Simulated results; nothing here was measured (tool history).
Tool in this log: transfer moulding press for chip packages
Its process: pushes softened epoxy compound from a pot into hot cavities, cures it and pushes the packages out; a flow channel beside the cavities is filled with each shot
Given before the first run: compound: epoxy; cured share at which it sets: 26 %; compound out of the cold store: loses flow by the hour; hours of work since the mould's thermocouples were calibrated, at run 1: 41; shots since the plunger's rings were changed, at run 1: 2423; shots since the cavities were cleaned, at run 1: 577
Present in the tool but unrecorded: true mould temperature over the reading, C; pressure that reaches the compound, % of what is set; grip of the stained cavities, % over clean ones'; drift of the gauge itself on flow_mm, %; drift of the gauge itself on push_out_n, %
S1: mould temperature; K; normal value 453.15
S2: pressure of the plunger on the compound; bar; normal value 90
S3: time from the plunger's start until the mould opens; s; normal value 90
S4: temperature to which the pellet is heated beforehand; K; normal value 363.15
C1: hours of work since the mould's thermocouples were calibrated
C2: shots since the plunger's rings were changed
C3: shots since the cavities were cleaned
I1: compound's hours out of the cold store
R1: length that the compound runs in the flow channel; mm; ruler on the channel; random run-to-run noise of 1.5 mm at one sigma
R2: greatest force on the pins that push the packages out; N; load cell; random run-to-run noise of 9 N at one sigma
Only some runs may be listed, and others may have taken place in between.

{"run": 1, "hour": 0.0, "S1": 453.15, "S2": 90, "S3": 90, "S4": 363.15, "C1": 41, "C2": 2423, "C3": 577, "I1": 11.2, "R1": 991, "R2": 665}
{"hour": 8.9, "done": "cavities cleaned with cleaning compound and waxed"}
{"run": 2, "hour": 30.3, "S1": 453.15, "S2": 73, "S3": 90, "S4": 363.15, "C1": 57, "C2": 2695, "C3": 202, "I1": 34.2, "R1": 793, "R2": 519}
{"run": 3, "hour": 62.6, "S1": 453.15, "S2": 90, "S3": 90, "S4": 363.15, "C1": 74, "C2": 2999, "C3": 506, "I1": 20.3, "R1": 945, "R2": 626}
{"hour": 79.0, "done": "cavities cleaned with cleaning compound and waxed"}
{"run": 4, "hour": 85.0, "S1": 453.15, "S2": 90, "S3": 90, "S4": 363.15, "C1": 85, "C2": 3196, "C3": 55, "I1": 36.3, "R1": 864, "R2": 454}
{"run": 5, "hour": 107.3, "S1": 453.15, "S2": 90, "S3": 79, "S4": 363.15, "C1": 97, "C2": 3408, "C3": 267, "I1": 14.2, "R1": 968, "R2": 708}
{"run": 6, "hour": 130.3, "S1": 453.15, "S2": 90, "S3": 90, "S4": 373.15, "C1": 109, "C2": 3624, "C3": 483, "I1": 33.5, "R1": 877, "R2": 599}
{"hour": 148.1, "done": "cavities cleaned with cleaning compound and waxed"}
{"run": 7, "hour": 177.4, "S1": 453.15, "S2": 90, "S3": 98, "S4": 373.15, "C1": 133, "C2": 4055, "C3": 277, "I1": 18.2, "R1": 946, "R2": 502}
{"run": 8, "hour": 207.6, "S1": 453.15, "S2": 90, "S3": 98, "S4": 373.15, "C1": 149, "C2": 4339, "C3": 561, "I1": 30.9, "R1": 884, "R2": 557}
{"hour": 220.0, "done": "cavities cleaned with cleaning compound and waxed"}
{"run": 9, "hour": 231.4, "S1": 453.15, "S2": 90, "S3": 113, "S4": 363.15, "C1": 161, "C2": 4549, "C3": 107, "I1": 29.9, "R1": 887, "R2": 392}
{"run": 10, "hour": 256.5, "S1": 453.15, "S2": 90, "S3": 113, "S4": 363.15, "C1": 174, "C2": 4787, "C3": 345, "I1": 37.5, "R1": 855, "R2": 487}
{"run": 11, "hour": 279.8, "S1": 459.15, "S2": 90, "S3": 113, "S4": 363.15, "C1": 187, "C2": 5006, "C3": 564, "I1": 46.3, "R1": 802, "R2": 505}
{"hour": 289.2, "done": "cavities cleaned with cleaning compound and waxed"}
{"run": 12, "hour": 323.1, "S1": 453.15, "S2": 90, "S3": 90, "S4": 363.15, "C1": 209, "C2": 5401, "C3": 320, "I1": 29.9, "R1": 881, "R2": 557}
{"run": 13, "hour": 353.1, "S1": 453.15, "S2": 90, "S3": 90, "S4": 363.15, "C1": 225, "C2": 5683, "C3": 602, "I1": 18.4, "R1": 933, "R2": 636}
{"hour": 358.9, "done": "cavities cleaned with cleaning compound and waxed"}
{"hour": 365.7, "done": "plunger's sealing rings changed"}
{"run": 14, "hour": 392.2, "S1": 453.15, "S2": 90, "S3": 90, "S4": 361.15, "C1": 243, "C2": 251, "C3": 291, "I1": 17.7, "R1": 974, "R2": 583}
{"run": 15, "hour": 416.4, "S1": 446.15, "S2": 87.1, "S3": 111, "S4": 367.15, "C1": 256, "C2": 478, "C3": 518, "I1": 43.8, "R1": 851, "R2": 617}
{"hour": 433.2, "done": "cavities cleaned with cleaning compound and waxed"}
{"run": 16, "hour": 448.6, "S1": 446.15, "S2": 87.1, "S3": 111, "S4": 367.15, "C1": 273, "C2": 768, "C3": 145, "I1": 18.1, "R1": 974, "R2": 500}
{"run": 17, "hour": 472.2, "S1": 459.15, "S2": 105.8, "S3": 111, "S4": 367.15, "C1": 285, "C2": 990, "C3": 367, "I1": 29.7, "R1": 971, "R2": 461}
{"hour": 502.2, "done": "cavities cleaned with cleaning compound and waxed"}
{"run": 18, "hour": 516.1, "S1": 448.15, "S2": 73.1, "S3": 88, "S4": 354.15, "C1": 308, "C2": 1391, "C3": 131, "I1": 41.2, "R1": 783, "R2": 653}
{"run": 19, "hour": 557.7, "S1": 448.15, "S2": 73.1, "S3": 88, "S4": 356.15, "C1": 330, "C2": 1783, "C3": 523, "I1": 35.4, "R1": 803, "R2": 805}

Predict the results of run 20:
{"hour": 562.8, "done": "mould's thermocouples calibrated"}
{"hour": 573.8, "done": "cavities cleaned with cleaning compound and waxed"}
{"run": 20, "hour": 582.1, "S1": 453.15, "S2": 90, "S3": 96, "S4": 366.15, "C1": 9, "C2": 1981, "C3": 79, "I1": 28.3, "R1": "?", "R2": "?"}

Run 20 measured R1 913 mm, R2 422 N.
With no hidden state in the tool, this same run would have given R1 928 mm, R2 377 N.
